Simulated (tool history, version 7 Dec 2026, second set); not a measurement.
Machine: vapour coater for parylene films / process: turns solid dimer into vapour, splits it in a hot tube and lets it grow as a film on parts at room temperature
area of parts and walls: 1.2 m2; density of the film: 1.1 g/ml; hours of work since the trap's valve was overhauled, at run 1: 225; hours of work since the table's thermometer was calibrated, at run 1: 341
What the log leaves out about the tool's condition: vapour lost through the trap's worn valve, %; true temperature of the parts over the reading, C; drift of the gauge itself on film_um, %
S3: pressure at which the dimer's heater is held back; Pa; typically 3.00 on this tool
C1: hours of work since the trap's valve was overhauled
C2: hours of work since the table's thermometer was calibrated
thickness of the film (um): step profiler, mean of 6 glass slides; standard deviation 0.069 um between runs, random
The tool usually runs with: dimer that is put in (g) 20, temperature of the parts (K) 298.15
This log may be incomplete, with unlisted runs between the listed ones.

{"run": 1, "hour": 0.0, "dimer that is put in (g)": 20, "temperature of the parts (K)": 298.15, "S3": 3.0, "C1": 225, "C2": 341, "thickness of the film (um)": 9.62}
{"run": 2, "hour": 23.9, "dimer that is put in (g)": 21, "temperature of the parts (K)": 298.15, "S3": 3.0, "C1": 237, "C2": 353, "thickness of the film (um)": 10.23}
{"run": 3, "hour": 39.2, "dimer that is put in (g)": 21, "temperature of the parts (K)": 291.15, "S3": 3.0, "C1": 245, "C2": 360, "thickness of the film (um)": 11.4}
{"run": 4, "hour": 65.4, "dimer that is put in (g)": 22, "temperature of the parts (K)": 298.15, "S3": 3.0, "C1": 257, "C2": 373, "thickness of the film (um)": 10.68}
{"run": 5, "hour": 86.4, "dimer that is put in (g)": 20, "temperature of the parts (K)": 297.15, "S3": 3.0, "C1": 268, "C2": 383, "thickness of the film (um)": 9.79}
{"run": 6, "hour": 103.3, "dimer that is put in (g)": 20, "temperature of the parts (K)": 297.15, "S3": 3.0, "C1": 276, "C2": 392, "thickness of the film (um)": 9.85}
{"run": 7, "hour": 120.6, "dimer that is put in (g)": 20, "temperature of the parts (K)": 297.15, "S3": 3.0, "C1": 285, "C2": 400, "thickness of the film (um)": 9.84}
{"run": 8, "hour": 151.7, "dimer that is put in (g)": 20, "temperature of the parts (K)": 297.15, "S3": 3.0, "C1": 300, "C2": 416, "thickness of the film (um)": 9.83}
{"run": 9, "hour": 180.7, "dimer that is put in (g)": 20, "temperature of the parts (K)": 298.15, "S3": 3.0, "C1": 314, "C2": 430, "thickness of the film (um)": 9.66}
{"run": 10, "hour": 213.1, "dimer that is put in (g)": 20, "temperature of the parts (K)": 298.15, "S3": 8.14, "C1": 330, "C2": 446, "thickness of the film (um)": 8.0}
{"run": 11, "hour": 243.4, "dimer that is put in (g)": 20, "temperature of the parts (K)": 295.15, "S3": 8.14, "C1": 345, "C2": 461, "thickness of the film (um)": 8.42}
{"run": 12, "hour": 262.4, "dimer that is put in (g)": 20, "temperature of the parts (K)": 295.15, "S3": 8.14, "C1": 354, "C2": 470, "thickness of the film (um)": 8.5}
{"run": 13, "hour": 276.7, "dimer that is put in (g)": 20, "temperature of the parts (K)": 295.15, "S3": 8.14, "C1": 361, "C2": 477, "thickness of the film (um)": 8.45}
{"run": 14, "hour": 304.9, "dimer that is put in (g)": 20, "temperature of the parts (K)": 295.15, "S3": 8.14, "C1": 375, "C2": 491, "thickness of the film (um)": 8.56}
{"run": 15, "hour": 337.1, "dimer that is put in (g)": 20, "temperature of the parts (K)": 298.15, "S3": 3.0, "C1": 391, "C2": 507, "thickness of the film (um)": 9.56}
{"run": 16, "hour": 371.6, "dimer that is put in (g)": 20, "temperature of the parts (K)": 298.15, "S3": 3.0, "C1": 408, "C2": 524, "thickness of the film (um)": 9.65}
{"run": 17, "hour": 404.9, "dimer that is put in (g)": 20, "temperature of the parts (K)": 298.15, "S3": 3.0, "C1": 424, "C2": 540, "thickness of the film (um)": 9.77}
{"run": 18, "hour": 426.5, "dimer that is put in (g)": 20, "temperature of the parts (K)": 298.15, "S3": 3.0, "C1": 435, "C2": 551, "thickness of the film (um)": 9.67}
{"run": 19, "hour": 456.3, "dimer that is put in (g)": 20, "temperature of the parts (K)": 298.15, "S3": 3.0, "C1": 450, "C2": 565, "thickness of the film (um)": 9.69}
{"run": 20, "hour": 472.2, "dimer that is put in (g)": 20, "temperature of the parts (K)": 298.15, "S3": 3.0, "C1": 457, "C2": 573, "thickness of the film (um)": 9.54}
{"run": 21, "hour": 500.3, "dimer that is put in (g)": 20, "temperature of the parts (K)": 298.15, "S3": 3.0, "C1": 471, "C2": 587, "thickness of the film (um)": 9.64}
{"hour": 513.2, "done": "trap's valve overhauled"}
{"run": 22, "hour": 526.7, "dimer that is put in (g)": 20, "temperature of the parts (K)": 298.15, "S3": 3.0, "C1": 7, "C2": 598, "thickness of the film (um)": 9.64}
{"run": 23, "hour": 557.4, "dimer that is put in (g)": 10, "temperature of the parts (K)": 298.15, "S3": 3.0, "C1": 22, "C2": 613, "thickness of the film (um)": 4.85}
{"run": 24, "hour": 589.4, "dimer that is put in (g)": 19, "temperature of the parts (K)": 298.15, "S3": 5.78, "C1": 37, "C2": 629, "thickness of the film (um)": 8.03}
{"run": 25, "hour": 608.0, "dimer that is put in (g)": 19, "temperature of the parts (K)": 298.15, "S3": 5.78, "C1": 47, "C2": 638, "thickness of the film (um)": 8.13}
{"run": 26, "hour": 636.2, "dimer that is put in (g)": 25, "temperature of the parts (K)": 310.15, "S3": 4.19, "C1": 60, "C2": 652, "thickness of the film (um)": 9.01}
{"run": 27, "hour": 658.7, "dimer that is put in (g)": 25, "temperature of the parts (K)": 310.15, "S3": 4.19, "C1": 72, "C2": 663, "thickness of the film (um)": 9.0}
{"run": 28, "hour": 679.4, "dimer that is put in (g)": 25, "temperature of the parts (K)": 310.15, "S3": 4.19, "C1": 82, "C2": 673, "thickness of the film (um)": 9.18}
{"run": 29, "hour": 710.4, "dimer that is put in (g)": 25, "temperature of the parts (K)": 310.15, "S3": 4.19, "C1": 97, "C2": 688, "thickness of the film (um)": 9.16}
{"run": 30, "hour": 742.0, "dimer that is put in (g)": 20, "temperature of the parts (K)": 298.15, "S3": 2.13, "C1": 112, "C2": 704, "thickness of the film (um)": 10.3}
{"run": 31, "hour": 762.6, "dimer that is put in (g)": 28, "temperature of the parts (K)": 298.15, "S3": 3.4, "C1": 123, "C2": 714, "thickness of the film (um)": 13.09}
{"run": 32, "hour": 784.7, "dimer that is put in (g)": 28, "temperature of the parts (K)": 298.15, "S3": 3.4, "C1": 134, "C2": 725, "thickness of the film (um)": 13.1}

Run 33 is up next; what results do you expect?
{"run": 33, "hour": 810.4, "dimer that is put in (g)": 9, "temperature of the parts (K)": 307.15, "S3": 7.17, "C1": 146, "C2": 737, "thickness of the film (um)": "?"}

{"run 33": {"thickness of the film (um)": 3.16}}
Were there no unlogged condition in the tool, this run, its random variation unchanged, would have produced thickness of the film (um) 3.16.

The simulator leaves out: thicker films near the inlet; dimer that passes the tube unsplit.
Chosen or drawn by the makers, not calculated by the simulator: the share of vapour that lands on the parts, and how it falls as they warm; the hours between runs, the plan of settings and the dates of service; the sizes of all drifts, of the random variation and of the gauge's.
